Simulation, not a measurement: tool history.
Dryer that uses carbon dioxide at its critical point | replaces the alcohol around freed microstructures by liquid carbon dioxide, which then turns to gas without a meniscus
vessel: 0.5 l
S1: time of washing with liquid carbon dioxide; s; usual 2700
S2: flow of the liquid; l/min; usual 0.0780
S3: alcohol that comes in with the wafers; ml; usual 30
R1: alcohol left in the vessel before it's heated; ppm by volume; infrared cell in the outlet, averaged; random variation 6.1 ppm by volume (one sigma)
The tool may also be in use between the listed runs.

run 1 day=0.000 | S1=2700 S2=0.0780 S3=30 | R1=463
run 2 day=1.217 | S1=2700 S2=0.0780 S3=30 | R1=476
run 3 day=2.629 | S1=2700 S2=0.0780 S3=30 | R1=504
run 4 day=3.446 | S1=2700 S2=0.0780 S3=30 | R1=496
run 5 day=4.208 | S1=2700 S2=0.0780 S3=30 | R1=489
-- day=4.771 inlet filter changed
run 6 day=5.642 | S1=2700 S2=0.0780 S3=30 | R1=371
run 7 day=7.046 | S1=2700 S2=0.0780 S3=30 | R1=384
run 8 day=7.712 | S1=2700 S2=0.0780 S3=30 | R1=387
run 9 day=8.488 | S1=2700 S2=0.0780 S3=73 | R1=771
run 10 day=9.275 | S1=2700 S2=0.0780 S3=73 | R1=762
run 11 day=10.321 | S1=2700 S2=0.0780 S3=73 | R1=762
run 12 day=11.442 | S1=2700 S2=0.0780 S3=41 | R1=524
run 13 day=12.938 | S1=2700 S2=0.0780 S3=41 | R1=542
run 14 day=13.983 | S1=2700 S2=0.0780 S3=41 | R1=543
run 15 day=15.142 | S1=3900 S2=0.0780 S3=30 | R1=210
run 16 day=16.633 | S1=3900 S2=0.0780 S3=30 | R1=206
run 17 day=17.658 | S1=3840 S2=0.0780 S3=30 | R1=202
run 18 day=18.304 | S1=2700 S2=0.0780 S3=30 | R1=468
run 19 day=18.929 | S1=2700 S2=0.0780 S3=30 | R1=495
run 20 day=19.833 | S1=2700 S2=0.0780 S3=30 | R1=492
run 21 day=20.717 | S1=2700 S2=0.0780 S3=49 | R1=703
run 22 day=22.058 | S1=2700 S2=0.0753 S3=30 | R1=579
run 23 day=23.396 | S1=1860 S2=0.0753 S3=30 | R1=2065
run 24 day=24.608 | S1=1860 S2=0.0554 S3=30 | R1=4953
run 25 day=25.717 | S1=1860 S2=0.0554 S3=30 | R1=5147
-- day=26.212 inlet filter changed
run 26 day=27.092 | S1=1980 S2=0.0780 S3=31 | R1=1233
run 27 day=28.146 | S1=1980 S2=0.0673 S3=31 | R1=2125
run 28 day=29.367 | S1=2700 S2=0.0780 S3=36 | R1=498
run 29 day=30.033 | S1=3000 S2=0.0641 S3=30 | R1=646
-- day=30.296 purifier's bed changed
run 30 day=31.488 | S1=2100 S2=0.0641 S3=106 | R1=6704
run 31 day=32.804 | S1=2880 S2=0.0634 S3=85 | R1=1637
run 32 day=34.050 | S1=4140 S2=0.0780 S3=30 | R1=26
run 33 day=35.117 | S1=4140 S2=0.0780 S3=30 | R1=33
run 34 day=35.896 | S1=1860 S2=0.0834 S3=40 | R1=1523
run 35 day=37.367 | S1=2280 S2=0.0780 S3=79 | R1=1771
run 36 day=38.762 | S1=4260 S2=0.0649 S3=114 | R1=262
run 37 day=40.112 | S1=4260 S2=0.0649 S3=114 | R1=268
run 38 day=41.175 | S1=3720 S2=0.0780 S3=96 | R1=173
run 39 day=41.804 | S1=4020 S2=0.0681 S3=88 | R1=246
run 40 day=43.033 | S1=3420 S2=0.0780 S3=30 | R1=123
run 41 day=43.938 | S1=3420 S2=0.0780 S3=30 | R1=129
run 42 day=45.083 | S1=1920 S2=0.1100 S3=98 | R1=1087
run 43 day=46.146 | S1=1920 S2=0.1100 S3=98 | R1=1169
run 44 day=46.875 | S1=3540 S2=0.0604 S3=47 | R1=567

Measured less the same run without the tool's hidden state. The same run-to-run variation is in both; the gauge's scatter may not be:
The hidden state here: flow that reaches the vessel past the clogged filter, %; alcohol in the recycled carbon dioxide, ppm; drift of the gauge itself on alcohol_ppm, %.
run=1 R1=+225
run=2 R1=+238
run=3 R1=+256
run=4 R1=+260
run=5 R1=+263
run=6 R1=+142
run=7 R1=+155
run=8 R1=+158
run=9 R1=+197
run=10 R1=+202
run=11 R1=+214
run=12 R1=+201
run=13 R1=+219
run=14 R1=+225
run=15 R1=+173
run=16 R1=+177
run=17 R1=+176
run=18 R1=+239
run=19 R1=+253
run=20 R1=+259
run=21 R1=+321
run=22 R1=+294
run=23 R1=+596
run=24 R1=+1028
run=25 R1=+1109
run=26 R1=+227
run=27 R1=+285
run=28 R1=+227
run=29 R1=+250
run=30 R1=+565
run=31 R1=+222
run=32 R1=+14
run=33 R1=+18
run=34 R1=+247
run=35 R1=+359
run=36 R1=+93
run=37 R1=+104
run=38 R1=+80
run=39 R1=+103
run=40 R1=+64
run=41 R1=+70
run=42 R1=+388
run=43 R1=+435
run=44 R1=+236

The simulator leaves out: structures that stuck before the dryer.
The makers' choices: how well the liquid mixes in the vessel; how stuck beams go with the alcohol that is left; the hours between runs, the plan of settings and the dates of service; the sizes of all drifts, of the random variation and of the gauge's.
